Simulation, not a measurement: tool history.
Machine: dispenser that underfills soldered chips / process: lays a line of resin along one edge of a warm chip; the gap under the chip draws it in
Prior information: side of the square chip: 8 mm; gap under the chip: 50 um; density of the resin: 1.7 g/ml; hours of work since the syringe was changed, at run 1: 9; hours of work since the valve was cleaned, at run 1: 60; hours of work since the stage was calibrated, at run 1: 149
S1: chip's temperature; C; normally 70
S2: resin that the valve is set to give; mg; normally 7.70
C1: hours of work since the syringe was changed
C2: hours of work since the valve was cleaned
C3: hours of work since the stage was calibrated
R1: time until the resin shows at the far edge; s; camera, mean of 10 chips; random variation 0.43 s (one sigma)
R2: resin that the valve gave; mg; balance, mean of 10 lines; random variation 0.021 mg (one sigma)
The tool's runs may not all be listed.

run	hour	S1	S2	C1	C2	C3	R1	R2
1	0.0	70	7.70	9	60	149	45.1	7.41
# hour 1.2: new syringe of resin
# hour 14.8: dispensing valve cleaned and set on the balance
2	15.0	70	7.70	8	0	157	44.0	7.68
# hour 18.4: new syringe of resin
3	22.7	70	7.70	3	5	162	36.8	7.68
# hour 34.8: new syringe of resin
4	34.8	70	7.70	0	12	169	32.8	7.65
5	44.9	70	7.70	6	18	176	40.9	7.65
# hour 51.6: new syringe of resin
6	59.5	72	7.70	5	27	185	36.3	7.57
# hour 68.0: new syringe of resin
7	76.9	70	7.53	6	38	195	39.6	7.35
# hour 84.2: new syringe of resin
8	92.3	62	8.16	5	47	205	51.7	7.93
# hour 100.3: new syringe of resin
9	108.7	62	8.16	5	57	215	53.0	7.88
# hour 116.4: new syringe of resin
10	118.1	78	6.57	1	63	220	26.5	6.32
# hour 127.6: dispensing valve cleaned and set on the balance
11	131.9	66	7.70	9	3	228	50.9	7.65

Each row is a separate what-if for the run after 11, all from the same tool condition, not one after another. Results?
# hour 133.2: new syringe of resin
A	147.4	66	7.23	9	12	238	?	?
# hour 133.2: new syringe of resin
B	147.4	83	7.70	9	12	238	?	?
# hour 133.2: new syringe of resin
C	147.4	65	6.89	9	12	238	?	?

run	R1	R2
A	52.0	7.21
B	29.0	7.64
C	55.6	6.83
The same runs, with their run-to-run variation unchanged, on a tool lacking any hidden condition would have given:
run	R1	R2
A	35.9	7.27
B	19.9	7.71
C	38.4	6.89
